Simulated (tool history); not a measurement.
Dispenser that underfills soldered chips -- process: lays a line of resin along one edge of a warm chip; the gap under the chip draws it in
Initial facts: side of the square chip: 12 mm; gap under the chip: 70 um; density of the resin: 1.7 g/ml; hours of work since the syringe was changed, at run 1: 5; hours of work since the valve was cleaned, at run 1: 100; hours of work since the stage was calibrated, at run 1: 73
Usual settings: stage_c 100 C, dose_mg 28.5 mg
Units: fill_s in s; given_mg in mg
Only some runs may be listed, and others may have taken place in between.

run  hour  stage_c  dose_mg  hours of work since the syringe was changed  hours of work since the valve was cleaned  hours of work since the stage was calibrated  fill_s  given_mg
  1     0      100     28.5                                            5                                        100                                            73   242.3     25.82
  2   3.9      100     28.5                                            8                                        103                                            76   269.6     25.81
  3   7.9      100     32.6                                           11                                        106                                            79   313.8     29.42
     10.2  -- new syringe of resin
     12.1  -- dispensing valve cleaned and set on the balance
  4  13.7      100     31.4                                            2                                          1                                            82   204.7     31.25
  5  16.9      100     28.5                                            4                                          3                                            84   233.1      28.3
  6  22.2      106     28.5                                            8                                          7                                            88   213.1      28.4
  7  24.8      106     28.5                                           10                                          9                                            89   239.8     28.29
     28.6  -- new syringe of resin
  8  29.6      100     28.5                                            1                                         12                                            93     193     28.39
  9  33.6      107     28.5                                            3                                         15                                            95   163.5      28.2
 10  36.4      100     24.2                                            5                                         17                                            97   252.3     23.88
 11  41.4      100     28.5                                            9                                         20                                           101   294.8     27.85
 12    45       97     26.8                                           11                                         23                                           103   387.4     26.24
     45.9  -- new syringe of resin
 13  47.9      112     29.8                                            1                                         25                                           105   119.8     29.09
 14  53.9      112     29.8                                            6                                         29                                           109   150.6     29.23
 15  57.3      100     32.7                                            8                                         31                                           112     277     31.88
     63.5  -- new syringe of resin
 16  63.9      100     32.7                                            0                                         36                                           116   186.2     31.77
 17    69      107     27.7                                            4                                         39                                           120   170.4     26.99
 18    73       91     25.1                                            7                                         42                                           122   405.2     24.04
 19  78.6       91     25.1                                           11                                         46                                           126   487.7     24.17
       81  -- new syringe of resin
 20  82.8       90     34.8                                            1                                         49                                           129     304     33.75
 21  88.4      111     26.9                                            5                                         52                                           133   157.1     25.62

4 ways to go on from here, each from the tool as it stands after run 21. What would each give?
  A    92       93     28.5                                            8                                         55                                           135       ?         ?
  B    92       87     26.9                                            8                                         55                                           135       ?         ?
  C    92      111     25.5                                            8                                         55                                           135       ?         ?
  D    92       96     27.3                                            8                                         55                                           135       ?         ?

run  fill_s  given_mg
  A   375.1     26.95
  B   494.2     25.88
  C   176.4     24.28
  D   331.1     25.93
Without the tool's unlogged condition, the same runs would have read:
run  fill_s  given_mg
  A   243.3      28.3
  B   319.7     27.18
  C   114.2      25.5
  D   214.6     27.24
